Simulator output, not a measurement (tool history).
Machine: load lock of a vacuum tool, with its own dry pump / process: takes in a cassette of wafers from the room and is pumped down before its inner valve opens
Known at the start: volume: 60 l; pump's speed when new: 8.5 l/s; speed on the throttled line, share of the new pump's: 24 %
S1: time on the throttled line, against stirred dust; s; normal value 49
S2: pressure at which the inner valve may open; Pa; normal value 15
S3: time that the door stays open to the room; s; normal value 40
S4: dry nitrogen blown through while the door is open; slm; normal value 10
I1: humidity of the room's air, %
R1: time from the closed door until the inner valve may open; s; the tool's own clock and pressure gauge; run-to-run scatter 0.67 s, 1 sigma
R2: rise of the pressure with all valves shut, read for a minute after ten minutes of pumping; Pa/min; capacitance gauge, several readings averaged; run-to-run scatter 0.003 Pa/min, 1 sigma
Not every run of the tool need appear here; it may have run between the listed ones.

{"run": 1, "hour": 0.0, "S1": 49, "S2": 15, "S3": 40, "S4": 10, "I1": 49.4, "R1": 100.7, "R2": 0.288}
{"hour": 125.7, "done": "door's seal changed, seat wiped"}
{"run": 2, "hour": 223.7, "S1": 49, "S2": 15, "S3": 40, "S4": 10, "I1": 46.5, "R1": 101.4, "R2": 0.028}
{"run": 3, "hour": 440.1, "S1": 49, "S2": 15, "S3": 40, "S4": 10, "I1": 47.6, "R1": 101.4, "R2": 0.033}
{"run": 4, "hour": 787.2, "S1": 49, "S2": 15, "S3": 182, "S4": 10, "I1": 44, "R1": 102, "R2": 0.087}
{"run": 5, "hour": 1208.5, "S1": 49, "S2": 19, "S3": 182, "S4": 10, "I1": 42.7, "R1": 100.7, "R2": 0.088}
{"run": 6, "hour": 1479.3, "S1": 49, "S2": 19, "S3": 182, "S4": 5, "I1": 45.4, "R1": 100.9, "R2": 0.113}
{"run": 7, "hour": 1849.8, "S1": 49, "S2": 19, "S3": 182, "S4": 5, "I1": 47.8, "R1": 100.7, "R2": 0.129}
{"run": 8, "hour": 2066.6, "S1": 49, "S2": 15, "S3": 197, "S4": 16, "I1": 45.6, "R1": 102.7, "R2": 0.093}
{"run": 9, "hour": 2309.9, "S1": 49, "S2": 15, "S3": 197, "S4": 16, "I1": 45.9, "R1": 102.4, "R2": 0.094}
{"run": 10, "hour": 2628.7, "S1": 49, "S2": 24, "S3": 33, "S4": 19, "I1": 42.1, "R1": 99.4, "R2": 0.04}
{"run": 11, "hour": 2938.3, "S1": 49, "S2": 15, "S3": 77, "S4": 22, "I1": 47.4, "R1": 104, "R2": 0.058}
{"run": 12, "hour": 3387.9, "S1": 54, "S2": 15, "S3": 232, "S4": 22, "I1": 44, "R1": 106.4, "R2": 0.103}

Some steps in R1 between neighbouring runs. How much of each would the tool show without its hidden state too (settings, what came in, random variation), and how much is left for the hidden state, with any gauge scatter that isn't in both results?
What the log doesn't record here: pump's speed, % of a new pump's; leak at the door's seal, Pa l/s; drift of the gauge itself on ready_s, %; drift of the gauge itself on rise_pa_min, %.
Run 10 -> 11: S2 24 -> 15, S3 33 -> 77, S4 19 -> 22. R1 +4.6 s: hidden state +0.4, all else +4.2.

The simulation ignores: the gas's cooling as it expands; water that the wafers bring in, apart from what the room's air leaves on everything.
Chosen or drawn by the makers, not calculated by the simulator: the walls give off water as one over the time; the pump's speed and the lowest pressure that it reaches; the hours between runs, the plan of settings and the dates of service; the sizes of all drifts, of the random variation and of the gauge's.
